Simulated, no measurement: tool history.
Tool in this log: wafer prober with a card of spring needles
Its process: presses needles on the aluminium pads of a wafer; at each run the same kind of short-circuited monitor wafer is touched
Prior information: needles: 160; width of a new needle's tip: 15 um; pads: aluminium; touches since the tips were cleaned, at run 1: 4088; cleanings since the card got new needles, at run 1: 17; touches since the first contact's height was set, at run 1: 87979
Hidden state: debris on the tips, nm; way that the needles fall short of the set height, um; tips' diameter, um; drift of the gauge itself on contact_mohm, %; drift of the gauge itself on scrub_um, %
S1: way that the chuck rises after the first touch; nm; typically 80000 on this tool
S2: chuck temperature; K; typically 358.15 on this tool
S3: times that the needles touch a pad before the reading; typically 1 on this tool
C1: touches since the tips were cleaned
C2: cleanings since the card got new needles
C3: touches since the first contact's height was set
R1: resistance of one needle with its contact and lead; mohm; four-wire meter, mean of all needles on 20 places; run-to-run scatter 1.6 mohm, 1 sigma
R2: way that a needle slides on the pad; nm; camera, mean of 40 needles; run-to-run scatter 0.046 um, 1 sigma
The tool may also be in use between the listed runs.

run	hour	S1	S2	S3	C1	C2	C3	R1	R2
1	0.0	80000	358.15	1	4088	17	87979	169	12930
# hour 0.8: tips cleaned on abrasive film
2	9.1	80000	358.15	1	2128	18	90291	168	12860
# hour 18.1: tips cleaned on abrasive film
3	18.7	80000	358.15	1	166	19	92710	152	12870
4	28.0	80000	328.15	1	2537	19	95081	161	12910
# hour 35.3: tips cleaned on abrasive film
5	36.9	62000	358.15	1	420	20	97335	162	9890
6	45.1	80000	358.15	1	2529	20	99444	167	12840
# hour 51.9: tips cleaned on abrasive film
7	53.0	80000	358.15	1	282	21	101419	154	12800
8	57.4	80000	358.15	1	1422	21	102559	165	12800
9	65.5	80000	358.15	1	3475	21	104612	170	12770
# hour 68.3: tips cleaned on abrasive film
10	75.2	80000	358.15	1	1751	22	107068	162	12750
11	80.5	80000	358.15	1	3120	22	108437	168	12860
# hour 85.2: tips cleaned on abrasive film
12	89.7	80000	361.15	1	1157	23	110754	163	12660
13	98.8	80000	361.15	1	3495	23	113092	169	12760
# hour 102.3: tips cleaned on abrasive film
# hour 104.1: height of the first contact set anew
14	109.1	64000	358.15	2	1665	24	1267	164	10470
15	114.2	87000	312.15	2	2981	24	2583	152	14260
# hour 119.5: tips cleaned on abrasive film
16	123.1	82000	326.15	1	923	25	4828	152	13450
17	128.6	99000	300.15	2	2330	25	6235	145	16270
18	132.9	99000	300.15	2	3436	25	7341	146	16290
# hour 136.1: tips cleaned on abrasive film
19	141.2	68000	358.15	1	1327	26	9438	167	11120
20	151.4	95000	358.15	1	3921	26	12032	163	15620
# hour 152.9: tips cleaned on abrasive film
21	159.1	61000	387.15	2	1583	27	13972	173	9970

3 ways to go on from here, each from the tool as it stands after run 21. What would each give?
A	167.7	80000	301.15	1	3783	27	16172	?	?
B	167.7	61000	358.15	1	3783	27	16172	?	?
C	167.7	78000	358.15	1	3783	27	16172	?	?

run	R1	R2
A	160	13190
B	186	10040
C	168	12790
With no hidden state in the tool, these same runs would have given:
run	R1	R2
A	139	13240
B	156	10090
C	148	12840
